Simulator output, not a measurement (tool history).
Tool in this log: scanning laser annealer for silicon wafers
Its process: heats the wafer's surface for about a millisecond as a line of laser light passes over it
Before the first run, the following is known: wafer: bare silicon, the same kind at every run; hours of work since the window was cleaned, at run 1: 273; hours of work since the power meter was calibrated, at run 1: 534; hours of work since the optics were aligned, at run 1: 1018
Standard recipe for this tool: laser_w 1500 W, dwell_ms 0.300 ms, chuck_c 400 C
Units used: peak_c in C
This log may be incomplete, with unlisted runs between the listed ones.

run	hour	laser_w	dwell_ms	chuck_c	hours of work since the window was cleaned	hours of work since the power meter was calibrated	hours of work since the optics were aligned	peak_c
1	0.0	1500	0.300	400	273	534	1018	1199
2	23.9	1500	0.300	400	286	547	1031	1200
# hour 53.8: optics aligned, line set to its width
3	63.2	1337	0.300	400	305	566	5	1112
4	88.0	1337	0.300	400	319	580	19	1106
5	134.9	1552	0.300	400	345	606	45	1235
6	175.7	1552	0.300	400	367	629	68	1231
7	228.1	1295	0.300	400	396	658	97	1080
8	253.9	1295	0.300	400	411	672	111	1080
9	300.9	1295	0.300	400	437	698	137	1076
10	354.9	1500	0.300	412	467	728	167	1207
# hour 363.5: window over the wafer cleaned
11	385.1	1500	0.300	412	12	744	182	1233
12	423.7	1500	0.300	412	33	765	204	1233
13	456.9	1597	0.300	400	52	783	222	1279
14	495.5	1597	0.300	400	73	805	244	1279
15	519.1	1597	0.300	400	86	818	257	1279
16	551.0	1597	0.300	400	104	836	274	1272
17	580.7	1597	0.300	400	120	852	291	1273
18	630.1	1500	0.300	400	148	879	318	1213
19	662.6	1500	0.300	400	166	897	336	1211
20	685.3	1500	0.300	400	178	910	349	1207
21	721.3	1500	0.342	409	198	930	369	1278
22	766.1	1596	0.285	413	223	955	393	1247
23	814.9	1596	0.285	413	250	982	420	1248
24	853.2	1500	0.320	400	271	1003	442	1231
25	882.7	1500	0.320	400	288	1019	458	1228
26	911.4	1524	0.342	376	303	1035	474	1249
27	963.3	1282	0.271	376	332	1064	503	1007
28	1011.7	1506	0.314	400	359	1091	529	1219
29	1059.6	1384	0.314	400	386	1117	556	1142
30	1102.3	1384	0.314	400	409	1141	580	1140
31	1126.6	1384	0.314	400	423	1154	593	1140
32	1176.2	1500	0.223	405	450	1182	621	1065
# hour 1213.2: window over the wafer cleaned
33	1222.6	1626	0.233	369	5	1206	645	1142
34	1251.1	1626	0.233	369	21	1222	661	1141
35	1299.0	1593	0.292	370	48	1249	687	1223
36	1326.8	1491	0.300	406	63	1264	703	1212
37	1349.6	1500	0.300	402	76	1277	715	1212
38	1399.0	1500	0.269	400	103	1304	743	1158
39	1423.5	1491	0.300	371	116	1318	756	1170
40	1465.1	1491	0.300	371	140	1341	779	1170

Consider 3 possible next runs. They are alternatives, not a sequence: every one starts from the tool as it was left by run 40. What does each give?
A	1501.2	1448	0.300	371	159	1361	799	?
B	1501.2	1317	0.268	413	159	1361	799	?
C	1501.2	1618	0.258	435	159	1361	799	?

run	peak_c
A	1143
B	1065
C	1235
Had the tool no hidden state, the same runs would have come out as:
run	peak_c
A	1176
B	1093
C	1269

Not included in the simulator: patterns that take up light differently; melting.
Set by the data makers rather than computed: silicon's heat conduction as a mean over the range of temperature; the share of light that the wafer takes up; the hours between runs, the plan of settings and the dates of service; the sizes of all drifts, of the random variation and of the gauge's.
